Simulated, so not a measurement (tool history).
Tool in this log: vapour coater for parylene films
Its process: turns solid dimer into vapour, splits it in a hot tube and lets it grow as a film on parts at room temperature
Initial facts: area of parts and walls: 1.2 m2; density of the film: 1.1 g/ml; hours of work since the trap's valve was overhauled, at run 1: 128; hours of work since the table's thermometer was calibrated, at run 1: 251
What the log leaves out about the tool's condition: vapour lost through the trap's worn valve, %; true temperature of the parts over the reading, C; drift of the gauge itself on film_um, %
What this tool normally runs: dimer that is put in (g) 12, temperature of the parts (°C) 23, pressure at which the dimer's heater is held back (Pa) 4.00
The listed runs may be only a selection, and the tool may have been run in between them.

run,day,dimer that is put in (g),temperature of the parts (°C),pressure at which the dimer's heater is held back (Pa),hours of work since the trap's valve was overhauled,hours of work since the table's thermometer was calibrated,thickness of the film (nm)
1,0.000,12,23,4.00,128,251,4360
2,0.504,12,23,4.00,134,256,4340
3,1.596,12,23,3.63,145,267,4340
4,2.175,12,23,3.63,151,273,4380
5,2.750,12,23,3.63,157,279,4350
6,3.408,12,23,4.00,164,286,4290
7,4.350,12,23,4.00,173,296,4330
8,5.075,12,23,4.00,181,303,4320
9,6.179,12,23,4.00,192,315,4370
10,6.921,12,23,4.00,200,322,4220
11,7.642,12,23,4.00,207,330,4260
12,8.683,12,23,4.00,218,340,4220
13,9.333,12,23,4.00,225,347,4250
# day 10.433: trap's valve overhauled
14,10.700,7,23,4.00,3,359,2420
15,11.425,12,23,4.00,10,367,4060
16,12.338,12,23,4.00,20,376,4070
17,13.404,12,23,4.00,31,387,4000
18,13.942,12,23,4.00,36,393,4050
19,14.512,12,23,4.00,42,399,4080
# day 15.358: trap's valve overhauled, once more
20,15.746,12,23,4.00,4,410,4650
21,16.821,12,23,4.00,15,421,4610
22,17.800,12,23,4.00,25,431,4630
23,18.962,12,23,4.00,37,443,4620
24,19.479,12,23,4.00,42,448,4610
25,20.275,7,19,3.15,51,456,3020
26,20.800,7,35,3.15,56,462,1940
27,21.421,20,35,4.04,62,468,5420
28,22.504,12,23,4.00,74,479,4590
29,23.512,12,19,7.72,84,490,4930
30,24.533,12,27,5.50,94,500,3940
31,25.550,18,28,2.16,105,511,6110
32,26.212,18,28,2.16,112,517,6080
33,26.854,9,29,3.47,118,524,2880
34,27.617,8,29,2.42,126,532,2560
35,28.729,7,25,3.26,138,543,2500
36,29.850,9,28,6.62,149,555,2810

Run 37, settings as shown, results not yet in. Your forecast:
37,30.954,9,28,6.62,161,566,?

{"run 37": {"thickness of the film (nm)": 2760}}
Take away the tool's hidden state, keep the run-to-run variation as it was, and the same run would have given thickness of the film (nm) 2870.

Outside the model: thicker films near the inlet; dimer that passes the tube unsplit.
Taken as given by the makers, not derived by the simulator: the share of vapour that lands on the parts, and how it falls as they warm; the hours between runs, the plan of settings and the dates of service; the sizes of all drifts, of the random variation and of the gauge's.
